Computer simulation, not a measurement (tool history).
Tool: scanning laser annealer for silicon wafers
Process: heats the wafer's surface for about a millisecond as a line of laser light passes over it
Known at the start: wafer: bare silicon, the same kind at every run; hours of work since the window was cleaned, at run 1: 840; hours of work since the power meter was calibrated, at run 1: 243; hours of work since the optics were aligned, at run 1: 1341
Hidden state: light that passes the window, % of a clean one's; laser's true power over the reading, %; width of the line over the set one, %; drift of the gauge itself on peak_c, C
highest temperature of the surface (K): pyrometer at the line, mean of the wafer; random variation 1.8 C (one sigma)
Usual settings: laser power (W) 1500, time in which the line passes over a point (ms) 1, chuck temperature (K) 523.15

run	hour	laser power (W)	time in which the line passes over a point (ms)	chuck temperature (K)	hours of work since the window was cleaned	hours of work since the power meter was calibrated	hours of work since the optics were aligned	highest temperature of the surface (K)
1	0	1500	1	523.15	840	243	1341	1288.15
2	34.6	1500	1	523.15	856	258	1356	1286.15
3	53.9	1500	0.82	523.15	864	267	1365	1221.15
# hour 58.5: window over the wafer cleaned
4	92.2	1500	1	540.15	15	283	1381	1338.15
5	135.6	1583	1	523.15	34	302	1400	1364.15
6	169.1	1583	1	523.15	49	317	1415	1366.15
7	206.1	1583	1	523.15	66	333	1431	1361.15
8	225.6	1278	1	523.15	74	342	1440	1202.15
9	256.5	1278	1	523.15	88	356	1454	1204.15
10	288.6	1317	1	523.15	102	370	1468	1223.15
11	317.9	1500	1	523.15	115	383	1481	1312.15
12	337.5	1411	1	523.15	124	392	1490	1267.15
13	355.8	1411	1	523.15	132	400	1498	1265.15
14	390.6	1411	1	523.15	148	415	1513	1268.15
15	422.6	1411	1	523.15	162	430	1527	1267.15
16	456.7	1411	1	523.15	177	445	1543	1267.15
# hour 496.3: optics aligned, line set to its width
17	498.7	1411	1	523.15	193	461	1	1280.15
18	518.6	1411	1	523.15	202	470	10	1276.15
19	547.1	1389	1	523.15	215	483	23	1265.15
20	565.3	1389	1	523.15	223	491	31	1262.15
21	601.3	1582	0.82	504.15	239	507	47	1271.15
22	621.8	1582	0.82	504.15	248	516	56	1270.15
23	646.3	1582	0.82	504.15	259	527	67	1271.15
24	682.4	1373	0.82	532.15	275	543	83	1201.15
25	713.6	1467	1	558.15	289	557	97	1337.15
26	735.6	1301	0.79	542.15	299	566	106	1163.15
27	767.9	1301	0.79	542.15	313	581	121	1165.15
28	791.3	1301	0.79	542.15	323	591	131	1162.15
29	828	1500	0.8	496.15	340	607	147	1211.15
30	856.2	1355	0.98	503.15	352	620	160	1212.15
31	889.3	1455	1.01	523.15	367	635	175	1296.15
32	917.5	1455	0.74	523.15	379	647	187	1190.15
33	942.6	1500	0.95	488.15	391	658	198	1260.15
34	972.6	1500	0.95	488.15	404	672	212	1257.15
35	997.1	1500	0.95	488.15	415	683	223	1262.15
36	1034.9	1500	0.95	488.15	432	699	239	1256.15
37	1063.4	1500	1.18	531.15	444	712	252	1380.15
38	1105.3	1500	1.18	531.15	463	731	271	1378.15
39	1143.9	1500	1.18	531.15	480	748	288	1375.15
40	1170	1587	1	523.15	492	759	299	1350.15

Forecast each of these 5 alternatives for the next run:
A	1198.6	1436	0.74	495.15	504	772	312	?
B	1198.6	1508	1	523.15	504	772	312	?
C	1198.6	1500	1.2	538.15	504	772	312	?
D	1198.6	1358	1.08	511.15	504	772	312	?
E	1198.6	1500	0.95	512.15	504	772	312	?

run	highest temperature of the surface (K)
A	1148.15
B	1311.15
C	1390.15
D	1247.15
E	1279.15
Without the tool's hidden state the same runs would have given:
run	highest temperature of the surface (K)
A	1170.15
B	1339.15
C	1420.15
D	1272.15
E	1306.15
